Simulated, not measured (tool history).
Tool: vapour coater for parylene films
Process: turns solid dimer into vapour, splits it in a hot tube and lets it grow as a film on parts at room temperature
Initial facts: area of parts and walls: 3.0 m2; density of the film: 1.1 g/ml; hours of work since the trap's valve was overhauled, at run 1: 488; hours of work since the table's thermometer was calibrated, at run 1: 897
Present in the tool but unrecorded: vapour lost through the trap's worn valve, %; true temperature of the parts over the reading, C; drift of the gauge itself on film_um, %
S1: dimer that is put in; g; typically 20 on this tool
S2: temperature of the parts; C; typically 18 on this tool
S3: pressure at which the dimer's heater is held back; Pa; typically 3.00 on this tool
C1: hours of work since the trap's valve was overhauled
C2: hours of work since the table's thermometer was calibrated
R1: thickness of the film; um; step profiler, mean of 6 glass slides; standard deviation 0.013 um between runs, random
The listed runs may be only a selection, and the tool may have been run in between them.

run 1 hour=0.0 | S1=20 S2=18 S3=3.00 | C1=488 C2=897 | R1=4.21
run 2 hour=49.9 | S1=20 S2=18 S3=3.00 | C1=509 C2=918 | R1=4.22
run 3 hour=104.7 | S1=20 S2=28 S3=3.00 | C1=532 C2=941 | R1=3.46
run 4 hour=142.7 | S1=20 S2=28 S3=3.00 | C1=548 C2=957 | R1=3.45
run 5 hour=171.2 | S1=20 S2=28 S3=3.00 | C1=560 C2=969 | R1=3.47
-- hour=179.4 trap's valve overhauled
run 6 hour=238.4 | S1=20 S2=16 S3=3.69 | C1=25 C2=996 | R1=4.08
run 7 hour=280.2 | S1=8 S2=26 S3=9.39 | C1=42 C2=1013 | R1=1.15
run 8 hour=341.6 | S1=19 S2=12 S3=2.61 | C1=68 C2=1039 | R1=4.43
run 9 hour=389.5 | S1=20 S2=18 S3=4.71 | C1=88 C2=1059 | R1=3.75
run 10 hour=426.4 | S1=20 S2=18 S3=4.71 | C1=104 C2=1075 | R1=3.74

Pick out some run-to-run changes in R1. Of each, how much would a tool without hidden state show as well, from the settings, what came in and chance, and how much is left for the hidden state and any gauge scatter not in both results compared?
Run 7 -> 8: S1 8 -> 19, S2 26 -> 12, S3 9.39 -> 2.61. R1 +3.28 um: hidden state -0.27, all else +3.55.
